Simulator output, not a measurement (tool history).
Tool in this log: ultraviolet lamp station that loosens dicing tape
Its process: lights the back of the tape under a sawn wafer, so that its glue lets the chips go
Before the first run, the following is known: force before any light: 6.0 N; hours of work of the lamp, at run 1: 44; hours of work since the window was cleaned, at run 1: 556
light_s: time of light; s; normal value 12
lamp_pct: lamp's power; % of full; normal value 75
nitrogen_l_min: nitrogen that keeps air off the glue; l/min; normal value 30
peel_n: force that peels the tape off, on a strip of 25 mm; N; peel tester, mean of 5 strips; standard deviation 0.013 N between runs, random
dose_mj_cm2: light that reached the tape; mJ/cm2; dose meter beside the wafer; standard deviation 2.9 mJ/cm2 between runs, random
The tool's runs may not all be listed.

run	hour	light_s	lamp_pct	nitrogen_l_min	hours of work of the lamp	hours of work since the window was cleaned	peel_n	dose_mj_cm2
1	0	12	75	30	44	556	0.688	398
2	6.9	12	75	30	47	559	0.682	393
3	14.1	19	75	30	51	562	0.32	629
4	18	19	75	30	52	564	0.325	632
5	25.2	19	66	30	56	567	0.384	551
6	31.1	12	75	30	59	570	0.666	395
7	35	12	75	30	60	572	0.691	395
8	44.2	12	75	30	65	576	0.687	395
9	50.9	12	75	30	68	579	0.672	389
10	57.8	12	75	30	71	583	0.699	392
11	65.3	12	75	30	75	586	0.683	397
12	69.4	12	75	30	76	588	0.711	394
13	75.5	12	75	30	79	591	0.688	392
14	83.8	12	75	30	83	595	0.7	390
15	88.8	12	75	30	85	597	0.678	390
16	98.2	12	75	30	90	601	0.696	388
17	106.2	12	75	30	94	605	0.708	393
18	112	22	74	50	96	608	0.239	705
19	120.3	22	80	50	100	612	0.226	765
20	130	6	75	30	105	616	1.957	193
21	137	12	84	15	108	620	0.956	440
22	143.4	12	84	15	111	623	0.952	440
23	149.8	6	75	14	114	625	2.621	193
24	159.2	6	75	14	118	630	2.593	192
25	165.4	11	85	30	121	633	0.658	402
26	170.4	10	70	30	123	635	1.071	300
27	179.4	10	70	30	128	639	1.046	305
28	185.5	6	93	23	131	642	1.709	240
29	193	6	72	44	134	646	1.671	187
30	197.4	6	72	44	136	648	1.705	183
31	202.4	6	72	44	138	650	1.757	184
32	208	6	72	44	141	653	1.765	184
33	213.6	22	67	11	144	655	0.647	630

Below are 4 alternative next runs, each starting from the tool's condition after run 33. Predict each:
# hour 217.4: window cleaned of glue's vapour
A	223.1	12	67	11	148	3	?	?
# hour 217.4: window cleaned of glue's vapour
B	223.1	12	88	34	148	3	?	?
# hour 217.4: window cleaned of glue's vapour
C	223.1	6	100	60	148	3	?	?
# hour 217.4: window cleaned of glue's vapour
D	223.1	22	88	30	148	3	?	?

run	peel_n	dose_mj_cm2
A	1.467	367
B	0.451	487
C	0.832	277
D	0.224	898
What these runs would have given with no unlogged condition in the tool:
run	peel_n	dose_mj_cm2
A	1.398	381
B	0.425	505
C	0.784	287
D	0.22	931

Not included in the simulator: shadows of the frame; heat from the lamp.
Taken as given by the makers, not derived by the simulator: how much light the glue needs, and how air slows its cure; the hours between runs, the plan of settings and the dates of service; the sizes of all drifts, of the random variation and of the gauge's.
